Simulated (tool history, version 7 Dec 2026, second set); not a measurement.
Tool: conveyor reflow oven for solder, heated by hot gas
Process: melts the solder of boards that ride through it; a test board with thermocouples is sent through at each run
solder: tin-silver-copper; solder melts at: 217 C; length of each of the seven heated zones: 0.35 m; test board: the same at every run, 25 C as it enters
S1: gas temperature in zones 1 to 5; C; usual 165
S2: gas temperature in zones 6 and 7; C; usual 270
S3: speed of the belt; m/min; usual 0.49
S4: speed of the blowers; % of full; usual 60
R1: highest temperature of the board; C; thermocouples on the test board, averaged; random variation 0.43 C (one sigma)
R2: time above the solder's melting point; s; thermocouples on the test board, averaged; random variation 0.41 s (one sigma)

run	day	S1	S2	S3	S4	R1	R2
1	0	165	270	0.49	60	251.6	60.5
2	0.321	165	270	0.49	60	251.6	59.9
3	0.683	165	270	0.49	60	252.2	60.6
4	0.946	165	270	0.49	60	251.2	60.3
5	1.312	165	270	0.49	60	250.9	59.5
6	1.571	165	280	0.49	60	259.9	66.7
7	1.842	165	270	0.443	60	254.7	69.9
8	2.121	165	270	0.443	60	255.1	70
9	2.354	165	277	0.443	60	260.8	74.5
10	2.525	165	277	0.443	60	261.5	74.7
11	2.775	176	270	0.49	60	252.8	64.7
12	3.104	176	270	0.49	60	253.3	65.4
13	3.362	165	270	0.49	65	251.4	61.3
14	3.621	165	270	0.49	60	251.4	59.4
15	3.925	165	270	0.49	64	251.8	61
16	4.258	162	270	0.572	60	244.4	42.6
17	4.633	152	284	0.561	55	253.1	49.5
18	4.871	152	284	0.561	55	253.3	48.6
19	5.1	165	270	0.529	53	247.3	49.9
20	5.371	177	264	0.49	86	251.5	65.5
21	5.617	159	270	0.49	60	250.5	56.8
22	5.925	165	270	0.422	60	256.2	75.2
23	6.158	154	270	0.424	60	254.7	69.3
24	6.492	174	276	0.497	62	258.4	67
25	6.758	176	270	0.46	60	255.1	72.4
# day 7.179: flux residue cleaned out of gas plates and filters
26	7.329	176	264	0.516	60	246.6	56.6
27	7.55	154	264	0.393	60	251.4	71.9
28	7.721	172	270	0.49	61	253.4	64.2
29	7.975	170	270	0.49	61	252.4	62.8
30	8.258	165	279	0.583	72	254.2	51.6

Forecast each of these 5 alternatives for the next run:
A	8.417	173	270	0.436	74	?	?
B	8.417	171	285	0.583	89	?	?
C	8.417	167	279	0.403	72	?	?
D	8.417	158	280	0.583	72	?	?
E	8.417	165	263	0.583	77	?	?

run	R1	R2
A	258.9	78.5
B	263.5	60.3
C	268.5	89.2
D	254.1	48.7
E	241.8	41.3
Without the tool's hidden state the same runs would have given:
run	R1	R2
A	258.9	78.4
B	263.5	60.2
C	268.6	89.2
D	254.1	48.7
E	241.8	41.3
